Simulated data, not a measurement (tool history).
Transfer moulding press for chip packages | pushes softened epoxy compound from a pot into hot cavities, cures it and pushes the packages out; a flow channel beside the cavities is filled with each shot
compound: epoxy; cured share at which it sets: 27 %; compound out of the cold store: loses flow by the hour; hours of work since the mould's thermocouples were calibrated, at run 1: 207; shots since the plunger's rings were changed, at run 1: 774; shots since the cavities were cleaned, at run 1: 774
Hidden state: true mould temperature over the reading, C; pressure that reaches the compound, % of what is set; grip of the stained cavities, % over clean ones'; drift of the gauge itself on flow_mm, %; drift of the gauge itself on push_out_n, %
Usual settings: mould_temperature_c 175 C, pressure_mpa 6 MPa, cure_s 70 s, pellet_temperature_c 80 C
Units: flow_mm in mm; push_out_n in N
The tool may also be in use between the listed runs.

run,day,mould_temperature_c,pressure_mpa,cure_s,pellet_temperature_c,hours of work since the mould's thermocouples were calibrated,shots since the plunger's rings were changed,shots since the cavities were cleaned,incoming compound's hours out of the cold store,flow_mm,push_out_n
1,0,175,6,70,80,207,774,774,41.9,742,427
# day 0.204: cavities cleaned with cleaning compound and waxed
2,0.512,175,6,70,80,214,954,123,36.9,759,424
3,0.917,175,5.29,70,80,220,1117,286,14.9,778,424
4,1.212,175,5.25,70,80,224,1236,405,32.5,718,434
5,1.458,175,5.25,70,80,228,1335,504,46.6,680,420
6,1.75,175,6,70,80,232,1453,622,8.5,839,442
# day 2.325: cavities cleaned with cleaning compound and waxed
7,2.325,175,6,70,80,240,1658,0,30.9,774,418
8,2.833,175,6,70,80,247,1863,205,45.1,730,417
9,3.208,175,6,70,79,253,2013,355,28.3,776,432
10,3.496,175,6,77,80,257,2128,470,44.7,741,355
11,3.783,175,6,70,80,262,2244,586,28.7,769,442
12,4.208,175,6,70,80,268,2415,757,44.5,731,422
# day 4.45: cavities cleaned with cleaning compound and waxed
13,4.662,175,6,70,80,274,2573,86,27.8,767,437
14,4.971,175,6,70,80,278,2696,209,30.4,773,422
15,5.571,175,6,70,80,287,2938,451,12.4,834,454
16,6.167,175,6,70,80,296,3177,690,34.9,771,437
# day 6.579: cavities cleaned with cleaning compound and waxed
17,6.779,175,6,70,80,304,3398,80,47.6,723,405
18,7.3,169,5.67,62,70,312,3608,290,43.4,735,845
19,7.571,169,4.96,62,82,316,3717,399,42.2,687,769
20,7.95,169,4.96,62,82,321,3868,550,27.9,719,832
21,8.329,169,4.96,62,82,327,4021,703,35.2,709,820
# day 8.704: cavities cleaned with cleaning compound and waxed
22,8.754,169,4.96,62,82,332,4166,19,21.1,743,848
23,9.346,175,6,58,83,341,4404,257,40.1,738,638
24,9.642,175,7.29,90,88,346,4524,377,44.4,803,329
25,10.246,175,6,70,80,354,4766,619,34.5,756,432
26,10.571,168,5.05,105,88,359,4897,750,26.6,736,333
# day 10.858: cavities cleaned with cleaning compound and waxed
27,10.888,168,5.05,105,88,363,4999,11,33,727,340
# day 11.088: plunger's sealing rings changed
28,11.338,179,6.1,70,80,368,101,150,39.4,758,368

5 ways to go on from here, each from the tool as it stands after run 28. What would each give?
A,11.867,179,6.95,70,77,376,313,362,26.9,?,?
B,11.867,170,5.62,105,80,376,313,362,34.7,?,?
C,11.867,171,7.18,70,80,376,313,362,26.4,?,?
D,11.867,172,6.1,70,71,376,313,362,30.7,?,?
E,11.867,175,6.22,78,80,376,313,362,34.4,?,?

run,flow_mm,push_out_n
A,841,365
B,756,332
C,873,551
D,788,531
E,771,360
Without the tool's hidden state the same runs would have given:
run,flow_mm,push_out_n
A,841,362
B,756,329
C,874,547
D,788,528
E,772,358
